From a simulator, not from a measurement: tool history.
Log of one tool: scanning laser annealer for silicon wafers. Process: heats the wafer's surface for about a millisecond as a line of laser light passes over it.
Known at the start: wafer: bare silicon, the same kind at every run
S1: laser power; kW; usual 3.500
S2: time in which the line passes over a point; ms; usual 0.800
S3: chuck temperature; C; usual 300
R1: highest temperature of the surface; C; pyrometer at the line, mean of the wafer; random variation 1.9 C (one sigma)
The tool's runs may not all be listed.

run   hour     S1     S2   S3    R1
  1    0.0  3.500  0.800  300  1093
  2    5.0  3.405  0.800  300  1070
  3   14.5  3.119  0.800  300  1008
  4   24.1  3.119  0.800  300  1007
  5   29.8  3.191  0.800  300  1023
  6   39.3  3.500  0.800  338  1127
  7   46.8  3.500  0.800  338  1126
  8   54.1  3.500  0.800  300  1086
  9   63.0  3.500  0.800  300  1088
 10   68.4  3.500  0.800  300  1086
 11   79.3  3.500  0.800  300  1087
 12   87.9  3.500  0.848  300  1110
 13   92.6  3.500  0.848  300  1107
 14  101.0  3.500  0.848  300  1114
 15  110.3  3.500  0.800  300  1085
 16  120.5  3.500  0.800  300  1087
 17  130.9  3.126  0.800  300  1003
 18  141.9  3.126  0.800  300  1002
 19  149.1  3.126  0.800  300  1004
 20  154.5  3.500  0.916  300  1142
 21  162.8  3.500  0.916  300  1141
 22  167.9  3.500  0.916  300  1142
 23  178.2  3.500  0.916  300  1140
 24  184.9  3.500  0.916  300  1139
 25  193.3  3.742  0.623  318  1047
 26  198.2  3.712  0.759  280  1086
 27  204.7  3.712  0.759  280  1088
 28  215.8  3.712  0.759  280  1089
 29  224.0  3.139  0.580  292   886

The next listed run, before its measurement:
 30  233.7  3.633  0.800  310   ?

R1: 1119 C
Without the tool's hidden state the same run would have given R1 1139 C.
